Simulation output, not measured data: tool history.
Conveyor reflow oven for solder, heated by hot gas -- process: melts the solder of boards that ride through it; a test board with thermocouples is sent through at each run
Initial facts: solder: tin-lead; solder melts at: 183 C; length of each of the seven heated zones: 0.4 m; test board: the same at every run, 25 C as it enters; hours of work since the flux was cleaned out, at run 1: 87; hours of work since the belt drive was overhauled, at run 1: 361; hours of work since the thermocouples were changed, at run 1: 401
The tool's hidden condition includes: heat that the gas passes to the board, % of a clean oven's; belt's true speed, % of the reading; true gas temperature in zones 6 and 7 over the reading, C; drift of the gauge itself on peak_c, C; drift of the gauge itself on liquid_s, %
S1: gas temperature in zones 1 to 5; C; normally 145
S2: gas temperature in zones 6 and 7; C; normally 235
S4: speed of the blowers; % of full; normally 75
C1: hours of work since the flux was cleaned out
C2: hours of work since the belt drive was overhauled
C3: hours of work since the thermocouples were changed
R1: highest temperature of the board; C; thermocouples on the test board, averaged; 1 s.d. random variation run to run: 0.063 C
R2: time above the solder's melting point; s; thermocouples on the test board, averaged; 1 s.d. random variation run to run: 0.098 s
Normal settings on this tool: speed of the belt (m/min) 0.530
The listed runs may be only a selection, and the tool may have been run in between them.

Run 1, hour 0.0: usual settings; C1 87; C2 361; C3 401. Result: R1 222.11 C, R2 75.61 s.
Run 2, hour 18.9: usual settings; C1 100; C2 374; C3 414. Result: R1 222.21 C, R2 75.47 s.
Run 3, hour 38.6: usual settings; C1 114; C2 388; C3 428. Result: R1 222.15 C, R2 75.54 s.
Run 4, hour 65.1: usual settings; C1 132; C2 406; C3 446. Result: R1 222.24 C, R2 75.62 s.
Run 5, hour 83.6: usual settings; C1 145; C2 419; C3 459. Result: R1 222.12 C, R2 75.60 s.
Run 6, hour 94.7: usual settings but S4 68 % of full; C1 153; C2 426; C3 466. Result: R1 220.33 C, R2 73.81 s.
Run 7, hour 112.6: usual settings but S4 68 % of full; C1 165; C2 439; C3 479. Result: R1 220.27 C, R2 73.72 s.
Run 8, hour 127.5: usual settings but S4 68 % of full; C1 175; C2 449; C3 489. Result: R1 220.47 C, R2 73.73 s.
Run 9, hour 141.8: usual settings but S4 68 % of full; C1 185; C2 459; C3 499. Result: R1 220.33 C, R2 73.77 s.
Run 10, hour 152.6: usual settings but S4 65 % of full; C1 193; C2 466; C3 506. Result: R1 219.48 C, R2 72.84 s.
Run 11, hour 174.2: usual settings but S2 246 C; C1 208; C2 481; C3 521. Result: R1 232.10 C, R2 81.89 s.
Run 12, hour 200.1: usual settings but S1 149 C; C1 226; C2 499; C3 539. Result: R1 222.70 C, R2 77.85 s.
At hour 212.9: flux residue cleaned out of gas plates and filters.
Run 13, hour 228.7: usual settings but S1 149 C; C1 11; C2 515; C3 555. Result: R1 222.83 C, R2 77.85 s.
Run 14, hour 250.3: usual settings but S1 149 C; C1 26; C2 530; C3 570. Result: R1 222.75 C, R2 77.71 s.
Run 15, hour 263.4: usual settings but S1 149 C; C1 35; C2 539; C3 579. Result: R1 222.67 C, R2 77.97 s.
Run 16, hour 280.2: usual settings but S2 242 C; C1 46; C2 551; C3 591. Result: R1 228.47 C, R2 79.89 s.
Run 17, hour 296.6: usual settings but S2 224 C; C1 58; C2 562; C3 602. Result: R1 212.34 C, R2 67.43 s.
Run 18, hour 317.9: usual settings but S1 153 C, S2 224 C, S4 51 % of full; C1 72; C2 577; C3 617. Result: R1 207.15 C, R2 63.05 s.
Run 19, hour 339.7: usual settings but S1 153 C, S2 229 C, S4 51 % of full; C1 88; C2 592; C3 632. Result: R1 211.35 C, R2 67.86 s.
Run 20, hour 357.5: usual settings but S1 153 C, S2 229 C, S4 51 % of full; C1 100; C2 604; C3 644. Result: R1 211.27 C, R2 68.00 s.
Run 21, hour 378.7: usual settings but S1 137 C, S2 232 C, speed of the belt (m/min) 0.584, S4 77 % of full; C1 114; C2 619; C3 659. Result: R1 216.03 C, R2 60.32 s.
Run 22, hour 391.4: usual settings but S1 143 C, speed of the belt (m/min) 0.463, S4 66 % of full; C1 123; C2 628; C3 668. Result: R1 223.22 C, R2 86.74 s.
Run 23, hour 414.6: usual settings but S1 131 C, S2 242 C; C1 139; C2 644; C3 684. Result: R1 226.39 C, R2 73.03 s.
At hour 422.1: thermocouples of zones 6 and 7 changed.
Run 24, hour 431.5: usual settings but S1 146 C, S4 51 % of full; C1 149; C2 654; C3 6. Result: R1 214.58 C, R2 67.55 s.
Run 25, hour 446.8: usual settings but S1 146 C, S4 51 % of full; C1 160; C2 664; C3 17. Result: R1 214.67 C, R2 67.50 s.
Run 26, hour 464.9: usual settings but S1 146 C, S4 51 % of full; C1 173; C2 677; C3 30. Result: R1 214.52 C, R2 67.60 s.
Run 27, hour 482.2: usual settings but S1 152 C, S2 231 C, speed of the belt (m/min) 0.558, S4 52 % of full; C1 184; C2 689; C3 42. Result: R1 211.38 C, R2 63.64 s.
Run 28, hour 505.3: usual settings but S1 144 C, speed of the belt (m/min) 0.426; C1 200; C2 705; C3 57. Result: R1 227.12 C, R2 98.72 s.
Run 29, hour 524.0: usual settings but S1 144 C, speed of the belt (m/min) 0.426; C1 213; C2 718; C3 70. Result: R1 227.08 C, R2 98.98 s.
Run 30, hour 534.7: usual settings but S1 147 C, S2 225 C, speed of the belt (m/min) 0.609, S4 83 % of full; C1 221; C2 725; C3 78. Result: R1 211.86 C, R2 58.50 s.
At hour 555.6: flux residue cleaned out of gas plates and filters.
Run 31, hour 562.4: usual settings but S1 152 C, speed of the belt (m/min) 0.433; C1 5; C2 741; C3 93. Result: R1 227.58 C, R2 101.42 s.
Run 32, hour 575.4: usual settings but S1 152 C, S2 225 C, speed of the belt (m/min) 0.433, S4 51 % of full; C1 14; C2 750; C3 102. Result: R1 213.24 C, R2 87.46 s.

Take each entry between the runs: how does the hidden state at the last listed run before it differ from the hidden state at the first listed run after it?
From run 12 to run 13: flux residue cleaned out of gas plates and filters (hour 212.9)
  heat that the gas passes to the board, % of a clean oven's: 99.8 -> 100
From run 23 to run 24: thermocouples of zones 6 and 7 changed (hour 422.1)
  true gas temperature in zones 6 and 7 over the reading, C: 0.07 -> 0
From run 30 to run 31: flux residue cleaned out of gas plates and filters (hour 555.6)
  heat that the gas passes to the board, % of a clean oven's: 99.9 -> 100
